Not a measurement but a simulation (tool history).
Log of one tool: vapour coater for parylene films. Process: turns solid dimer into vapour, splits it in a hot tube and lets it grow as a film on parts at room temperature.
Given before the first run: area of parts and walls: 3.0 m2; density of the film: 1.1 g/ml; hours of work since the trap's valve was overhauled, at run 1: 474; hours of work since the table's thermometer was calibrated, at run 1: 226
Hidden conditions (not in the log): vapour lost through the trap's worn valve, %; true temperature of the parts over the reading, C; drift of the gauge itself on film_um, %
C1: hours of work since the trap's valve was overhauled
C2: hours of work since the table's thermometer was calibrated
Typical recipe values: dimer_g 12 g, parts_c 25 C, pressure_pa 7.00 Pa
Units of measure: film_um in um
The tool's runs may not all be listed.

run 1 day=0.000 | dimer_g=12 parts_c=25 pressure_pa=7.00 | C1=474 C2=226 | film_um=1.66
run 2 day=0.388 | dimer_g=12 parts_c=25 pressure_pa=7.00 | C1=478 C2=231 | film_um=1.69
run 3 day=0.704 | dimer_g=11 parts_c=25 pressure_pa=7.00 | C1=482 C2=235 | film_um=1.52
run 4 day=1.083 | dimer_g=14 parts_c=25 pressure_pa=7.00 | C1=487 C2=239 | film_um=1.94
run 5 day=1.375 | dimer_g=12 parts_c=25 pressure_pa=2.89 | C1=490 C2=243 | film_um=1.98
run 6 day=1.742 | dimer_g=12 parts_c=34 pressure_pa=7.00 | C1=495 C2=247 | film_um=1.39
run 7 day=2.138 | dimer_g=12 parts_c=25 pressure_pa=7.00 | C1=500 C2=252 | film_um=1.68
run 8 day=2.533 | dimer_g=12 parts_c=24 pressure_pa=7.00 | C1=505 C2=257 | film_um=1.72
run 9 day=3.054 | dimer_g=12 parts_c=25 pressure_pa=7.00 | C1=511 C2=263 | film_um=1.66
run 10 day=3.579 | dimer_g=8 parts_c=25 pressure_pa=7.00 | C1=517 C2=270 | film_um=1.12
run 11 day=4.117 | dimer_g=8 parts_c=25 pressure_pa=7.00 | C1=524 C2=276 | film_um=1.12
run 12 day=4.429 | dimer_g=8 parts_c=22 pressure_pa=5.54 | C1=528 C2=280 | film_um=1.23
run 13 day=4.792 | dimer_g=7 parts_c=18 pressure_pa=2.43 | C1=532 C2=285 | film_um=1.40
run 14 day=5.479 | dimer_g=7 parts_c=18 pressure_pa=4.25 | C1=541 C2=293 | film_um=1.23
-- day=5.708 trap's valve overhauled
run 15 day=6.129 | dimer_g=9 parts_c=34 pressure_pa=5.72 | C1=5 C2=299 | film_um=1.06
run 16 day=6.592 | dimer_g=9 parts_c=34 pressure_pa=5.72 | C1=11 C2=304 | film_um=1.06
run 17 day=7.254 | dimer_g=5 parts_c=24 pressure_pa=3.40 | C1=19 C2=313 | film_um=0.80
run 18 day=7.862 | dimer_g=12 parts_c=29 pressure_pa=11.04 | C1=26 C2=320 | film_um=1.40

Here are 5 independent what-if runs from the current tool condition. What would each one return?
run A day=8.167 | dimer_g=11 parts_c=24 pressure_pa=9.07 | C1=30 C2=324 | film_um=?
run B day=8.167 | dimer_g=12 parts_c=25 pressure_pa=2.98 | C1=30 C2=324 | film_um=?
run C day=8.167 | dimer_g=12 parts_c=26 pressure_pa=2.84 | C1=30 C2=324 | film_um=?
run D day=8.167 | dimer_g=7 parts_c=31 pressure_pa=11.04 | C1=30 C2=324 | film_um=?
run E day=8.167 | dimer_g=12 parts_c=30 pressure_pa=7.00 | C1=30 C2=324 | film_um=?

run=A film_um=1.48
run=B film_um=1.97
run=C film_um=1.95
run=D film_um=0.76
run=E film_um=1.48
Without the tool's unlogged condition, the same runs would have read:
run=A film_um=1.49
run=B film_um=1.97
run=C film_um=1.95
run=D film_um=0.76
run=E film_um=1.48
